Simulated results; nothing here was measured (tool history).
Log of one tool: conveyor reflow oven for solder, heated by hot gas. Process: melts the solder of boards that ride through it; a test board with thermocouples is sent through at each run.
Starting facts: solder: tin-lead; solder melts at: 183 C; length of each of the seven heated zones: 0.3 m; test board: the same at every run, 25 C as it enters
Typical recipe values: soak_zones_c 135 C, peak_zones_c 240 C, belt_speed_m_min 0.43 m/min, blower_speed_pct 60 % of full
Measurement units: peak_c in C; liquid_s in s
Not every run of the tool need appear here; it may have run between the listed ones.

| run | hour | soak_zones_c | peak_zones_c | belt_speed_m_min | blower_speed_pct | peak_c | liquid_s |
|---|---|---|---|---|---|---|---|
| 1 | 0 | 135 | 240 | 0.43 | 60 | 221.7 | 65.8 |
| 2 | 35.1 | 135 | 240 | 0.43 | 60 | 222.1 | 65.9 |
| 3 | 61.2 | 135 | 239 | 0.43 | 60 | 220.9 | 64 |
| 4 | 95.5 | 135 | 240 | 0.43 | 60 | 221.6 | 66.6 |
| 5 | 114.2 | 135 | 240 | 0.43 | 63 | 223.4 | 66.8 |
| 6 | 130 | 135 | 236 | 0.43 | 63 | 219 | 63.7 |
| 7 | 152.8 | 135 | 240 | 0.43 | 60 | 222.6 | 65.1 |
| 8 | 184.8 | 135 | 240 | 0.498 | 60 | 216.7 | 52.1 |
| 9 | 216.2 | 135 | 240 | 0.43 | 60 | 222 | 65.9 |
| 10 | 242.9 | 135 | 240 | 0.43 | 60 | 222.2 | 65.9 |
| 11 | 272.3 | 135 | 240 | 0.43 | 60 | 222.3 | 65.5 |
| 12 | 286.4 | 135 | 240 | 0.43 | 60 | 221.9 | 65.9 |
| 13 | 318.5 | 135 | 245 | 0.43 | 60 | 226 | 70 |
| 14 | 336.3 | 135 | 247 | 0.43 | 60 | 227.3 | 70.6 |
|  | 346.6 | flux residue cleaned out of gas plates and filters |
| 15 | 357.7 | 135 | 247 | 0.43 | 60 | 229.3 | 71.4 |
| 16 | 373.5 | 135 | 247 | 0.43 | 60 | 227.8 | 71.3 |
| 17 | 396.5 | 135 | 247 | 0.38 | 70 | 235.8 | 84.6 |
| 18 | 430.2 | 142 | 240 | 0.43 | 60 | 223.9 | 69.9 |
| 19 | 452.7 | 142 | 240 | 0.458 | 60 | 222.4 | 64.4 |
| 20 | 470.2 | 150 | 244 | 0.371 | 74 | 236.1 | 92.7 |
| 21 | 485.1 | 132 | 244 | 0.371 | 74 | 235.4 | 85.4 |
| 22 | 507.9 | 128 | 229 | 0.472 | 52 | 204.9 | 40.4 |
| 23 | 536.3 | 147 | 238 | 0.466 | 71 | 223.8 | 67.8 |
| 24 | 564.7 | 137 | 238 | 0.466 | 71 | 221.6 | 61.6 |
| 25 | 585.8 | 148 | 253 | 0.371 | 71 | 244.5 | 97.7 |
| 26 | 617 | 135 | 247 | 0.48 | 60 | 224.5 | 60.5 |
| 27 | 646.9 | 135 | 247 | 0.48 | 60 | 224.6 | 61.9 |
| 28 | 669.1 | 135 | 240 | 0.43 | 88 | 230 | 72.1 |
| 29 | 693.7 | 135 | 240 | 0.475 | 78 | 224 | 62.4 |
| 30 | 722 | 144 | 243 | 0.464 | 86 | 231.6 | 71.1 |

A few steps of peak_c between consecutive runs. Split each: what settings, incoming material and random variation would produce without the hidden state, and what is left over for the hidden state, along with gauge scatter present in only one of the two compared results (measured, and without hidden state):
Hidden conditions of the tool in this case: heat that the gas passes to the board, % of a clean oven's; belt's true speed, % of the reading; true gas temperature in zones 6 and 7 over the reading, C; drift of the gauge itself on peak_c, C; drift of the gauge itself on liquid_s, %.
Run 1 -> 2: no setting changed, nothing entered. peak_c +0.4 C: hidden state -0.1, all else +0.5.
Run 14 -> 15: flux residue cleaned out of gas plates and filters. peak_c +2 C: hidden state +0.9, all else +1.1.
Run 21 -> 22: soak_zones_c 132 -> 128, peak_zones_c 244 -> 229, belt_speed_m_min 0.371 -> 0.472, blower_speed_pct 74 -> 52. peak_c -30.5 C: hidden state +0, all else -30.5.
Run 22 -> 23: soak_zones_c 128 -> 147, peak_zones_c 229 -> 238, belt_speed_m_min 0.472 -> 0.466, blower_speed_pct 52 -> 71. peak_c +18.9 C: hidden state -0.2, all else +19.1.
Run 24 -> 25: soak_zones_c 137 -> 148, peak_zones_c 238 -> 253, belt_speed_m_min 0.466 -> 0.371. peak_c +22.9 C: hidden state +0.1, all else +22.8.
Run 25 -> 26: soak_zones_c 148 -> 135, peak_zones_c 253 -> 247, belt_speed_m_min 0.371 -> 0.48, blower_speed_pct 71 -> 60. peak_c -20 C: hidden state -0.1, all else -19.9.
